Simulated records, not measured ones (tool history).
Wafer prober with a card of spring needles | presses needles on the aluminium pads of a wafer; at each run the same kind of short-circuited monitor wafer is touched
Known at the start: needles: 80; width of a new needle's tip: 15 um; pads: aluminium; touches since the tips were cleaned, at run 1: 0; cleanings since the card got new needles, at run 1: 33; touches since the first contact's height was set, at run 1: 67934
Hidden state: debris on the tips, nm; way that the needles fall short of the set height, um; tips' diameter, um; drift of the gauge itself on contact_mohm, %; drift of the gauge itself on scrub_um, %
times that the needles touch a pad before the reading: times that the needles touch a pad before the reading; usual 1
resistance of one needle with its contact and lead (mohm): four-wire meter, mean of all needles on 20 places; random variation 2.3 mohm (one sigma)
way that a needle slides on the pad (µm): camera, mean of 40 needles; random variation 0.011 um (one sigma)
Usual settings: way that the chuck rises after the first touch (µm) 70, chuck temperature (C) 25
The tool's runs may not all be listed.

run,hour,way that the chuck rises after the first touch (µm),chuck temperature (C),times that the needles touch a pad before the reading,touches since the tips were cleaned,cleanings since the card got new needles,touches since the first contact's height was set,resistance of one needle with its contact and lead (mohm),way that a needle slides on the pad (µm)
1,0,70,25,1,0,33,67934,260,13.8
2,41.2,70,69,1,6691,33,74625,267,13.8
# hour 57.6: tips cleaned on abrasive film
3,94.3,70,69,1,5964,34,83232,269,13.81
# hour 115.1: tips cleaned on abrasive film
4,135.9,70,65,1,3391,35,89979,271,13.8
# hour 173.3: tips cleaned on abrasive film
5,177.8,70,65,1,723,36,96758,268,13.8
6,203.6,70,65,1,4919,36,100954,275,13.8
# hour 233.9: tips cleaned on abrasive film
7,242.5,70,65,1,1406,37,107260,271,13.82
8,271.1,70,25,2,6042,37,111896,261,13.81
# hour 293.4: tips cleaned on abrasive film
9,325.8,51,25,2,5274,38,120769,261,10.06
# hour 349.8: tips cleaned on abrasive film
10,360.1,51,25,2,1678,39,126325,260,10.07
# hour 409.5: tips cleaned on abrasive film
11,418,70,25,1,1384,40,135702,255,13.8
# hour 467.6: tips cleaned on abrasive film
12,468.9,70,86,1,208,41,143948,272,13.8
# hour 483.3: height of the first contact set anew
13,508.8,70,86,1,6653,41,4141,280,13.79
# hour 527.1: tips cleaned on abrasive film
14,562.7,70,86,1,5790,42,12878,275,13.8
# hour 585.6: tips cleaned on abrasive film
15,590.6,70,25,1,827,43,17395,257,13.81
# hour 643.2: tips cleaned on abrasive film
16,647.9,70,25,1,765,44,26671,259,13.79
17,672.6,77,25,1,4788,44,30694,261,15.17
# hour 702.4: tips cleaned on abrasive film
18,728.4,77,25,1,4226,45,39741,259,15.19
# hour 760.8: tips cleaned on abrasive film
19,764.6,70,82,1,617,46,45601,271,13.79
20,792.4,70,30,2,5128,46,50112,261,13.79
# hour 819.5: tips cleaned on abrasive film
21,835.7,89,28,1,2638,47,57129,255,17.56
# hour 875.5: tips cleaned on abrasive film
22,882.2,71,47,1,1082,48,64663,265,13.99
23,928.9,70,95,2,8665,48,72246,277,13.8
# hour 933.6: tips cleaned on abrasive film
24,965.4,70,95,2,5157,49,78157,276,13.81
# hour 990.8: tips cleaned on abrasive film
25,995.8,62,38,3,816,50,83079,259,12.21
26,1022.5,62,40,3,5160,50,87423,261,12.25
# hour 1047: tips cleaned on abrasive film
27,1080.5,62,40,3,5436,51,96816,267,12.2
# hour 1104.3: tips cleaned on abrasive film
28,1132.4,62,40,3,4555,52,105231,265,12.22
# hour 1161.2: tips cleaned on abrasive film
29,1169.5,50,109,1,1358,53,111246,288,9.85
# hour 1217.7: tips cleaned on abrasive film
30,1224,77,25,2,1017,54,120070,261,15.21
31,1254.9,77,25,2,6044,54,125097,261,15.18
# hour 1273.3: tips cleaned on abrasive film
32,1301.2,70,107,1,4538,55,132604,285,13.83
# hour 1331: tips cleaned on abrasive film
33,1332.2,73,28,2,200,56,137620,259,14.39

Forecast each of these 4 alternatives for the next run:
# hour 1385.5: height of the first contact set anew
A,1386.3,50,29,2,8938,56,140,?,?
# hour 1385.5: height of the first contact set anew
B,1386.3,53,28,2,8938,56,140,?,?
# hour 1385.5: height of the first contact set anew
C,1386.3,73,29,1,8938,56,140,?,?
# hour 1385.5: height of the first contact set anew
D,1386.3,75,94,2,8938,56,140,?,?

run,resistance of one needle with its contact and lead (mohm),way that a needle slides on the pad (µm)
A,265,9.88
B,264,10.45
C,256,14.38
D,277,14.78
Without the tool's hidden state the same runs would have given:
run,resistance of one needle with its contact and lead (mohm),way that a needle slides on the pad (µm)
A,264,9.88
B,263,10.45
C,255,14.38
D,276,14.78
